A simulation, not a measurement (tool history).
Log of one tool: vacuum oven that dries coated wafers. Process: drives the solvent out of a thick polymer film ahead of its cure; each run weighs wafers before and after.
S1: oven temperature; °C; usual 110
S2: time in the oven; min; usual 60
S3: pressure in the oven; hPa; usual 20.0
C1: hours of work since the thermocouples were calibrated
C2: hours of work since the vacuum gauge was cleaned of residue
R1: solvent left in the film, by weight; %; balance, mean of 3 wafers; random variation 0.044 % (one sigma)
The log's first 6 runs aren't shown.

run    hour   S1  S2    S3   C1    C2    R1
  7   275.1  110  60  14.2  600   901  3.22
  8   305.2  110  60  14.2  617   918  3.27
  9   331.7  110  60  14.2  632   933  3.13
 10   385.4  110  90  20.0  663   963  2.56
 11   424.0  110  90  20.0  685   985  2.65
 12   459.1  110  90  20.0  704  1005  2.64
 13   520.7  110  90  20.0  739  1039  2.64
      525.3  -- oven's thermocouples calibrated
 14   581.0  110  79  20.0   31  1072  2.73
      628.0  -- oven's thermocouples calibrated, once more
 15   648.1  110  79  20.0   11  1109  3.28
 16   680.4  110  60  20.0   30  1127  4.00
 17   732.2  110  60  20.0   59  1157  4.05
 18   787.8  110  60  20.0   90  1188  3.96
 19   817.1  110  60  20.0  107  1205  3.97
 20   862.6  110  60  20.0  132  1230  4.02
 21   920.8  110  60  20.0  165  1263  4.09
 22   954.6  110  60  20.0  184  1282  4.07
 23  1003.1  110  60  20.0  212  1310  4.05
 24  1037.3  118  50  20.0  231  1329  2.91

Forecast run 25:
 25  1070.6  118  50  20.0  250  1348   ?

R1: 3.00 %
Without the tool's hidden state the same run would have given R1 2.73 %.
